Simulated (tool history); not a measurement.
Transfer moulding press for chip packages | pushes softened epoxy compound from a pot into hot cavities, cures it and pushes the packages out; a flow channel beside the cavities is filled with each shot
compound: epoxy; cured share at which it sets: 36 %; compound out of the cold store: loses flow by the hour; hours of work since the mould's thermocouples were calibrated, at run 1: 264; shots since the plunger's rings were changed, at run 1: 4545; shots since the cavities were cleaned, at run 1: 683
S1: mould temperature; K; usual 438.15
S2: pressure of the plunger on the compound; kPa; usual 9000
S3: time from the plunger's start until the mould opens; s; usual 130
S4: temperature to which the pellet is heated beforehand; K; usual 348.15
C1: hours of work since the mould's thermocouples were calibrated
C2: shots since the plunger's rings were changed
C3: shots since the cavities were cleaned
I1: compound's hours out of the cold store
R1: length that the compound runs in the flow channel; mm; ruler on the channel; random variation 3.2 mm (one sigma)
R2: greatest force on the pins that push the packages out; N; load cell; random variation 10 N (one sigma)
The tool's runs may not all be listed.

run   hour      S1     S2   S3      S4   C1    C2   C3    I1   R1   R2
  1      0  438.15   9000  130  348.15  264  4545  683  44.2  530  474
      18.5  -- cavities cleaned with cleaning compound and waxed
  2   21.1  438.15   9000  130  348.15  273  4692   19  23.2  579  485
  3     39  438.15   9000  130  347.15  282  4826  153  12.9  613  473
  4   51.2  438.15   9000  130  348.15  288  4918  245  35.5  553  473
  5   60.8  438.15   9000  130  345.15  293  4990  317  43.6  527  461
  6     75  438.15   9000  130  348.15  300  5096  423  33.6  557  468
  7   87.6  438.15   9000  130  348.15  306  5192  519  11.2  625  494
  8  103.2  438.15   8130  130  348.15  313  5309  636  15.8  583  496
  9  111.2  438.15   8130  130  348.15  317  5368  695  47.2  489  461
 10  120.4  438.15   8130  130  348.15  322  5438  765    45  499  474
     126.7  -- cavities cleaned with cleaning compound and waxed
 11  130.2  438.15   9000  150  348.15  326  5500   26  13.1  618  435
 12  145.3  438.15   9000  130  348.15  333  5613  139  27.3  576  462
 13  153.9  438.15   9000  130  348.15  337  5678  204  32.2  561  462
 14  163.6  435.15   9000  130  348.15  342  5751  277    40  546  524
 15  182.8  438.15   9000  130  354.15  351  5896  422  24.3  580  477
 16  198.7  437.15   9000  142  348.15  359  6014  540  23.4  588  459
     204.4  -- plunger's sealing rings changed
 17  213.2  444.15   7550  114  354.15  365    66  631  33.7  492  442
 18  225.2  444.15   7550  114  354.15  371   156  721  44.9  466  445
     237.2  -- cavities cleaned with cleaning compound and waxed
 19  237.2  444.15   7550  114  354.15  376   235    0  18.7  534  454
 20  248.1  444.15   7550  114  354.15  381   317   82  34.4  494  428
 21  257.3  438.15   9000  120  353.15  385   386  151  15.8  608  549
 22  270.8  438.15   9000  120  353.15  392   487  252   9.1  634  556
 23  289.9  438.15   9000  120  353.15  401   631  396    30  565  515
 24  298.9  438.15   9000  120  353.15  406   698  463  36.1  549  529
 25  308.4  438.15   9000  120  353.15  410   770  535  10.4  624  558
 26  319.9  438.15   9000  129  354.15  416   856  621  39.1  535  493
     323.7  -- mould's thermocouples calibrated
 27  339.9  432.15   8350  125  342.15    8   991  756  41.7  529  719
     347.3  -- cavities cleaned with cleaning compound and waxed
 28  359.7  443.15  10670  116  357.15   17  1129   93  45.8  554  430

3 ways to go on from here, each from the tool as it stands after run 28. What would each give?
  A  373.6  430.15   9000  122  348.15  24  1233  197  25.1   ?   ?
  B  373.6  434.15  10670  116  342.15  24  1233  197  11.9   ?   ?
  C  373.6  441.15  10670  145  341.15  24  1233  197    18   ?   ?

run   R1   R2
  A  604  950
  B  693  800
  C  646  413
Without the tool's hidden state the same runs would have given:
run   R1   R2
  A  604  946
  B  693  796
  C  646  412
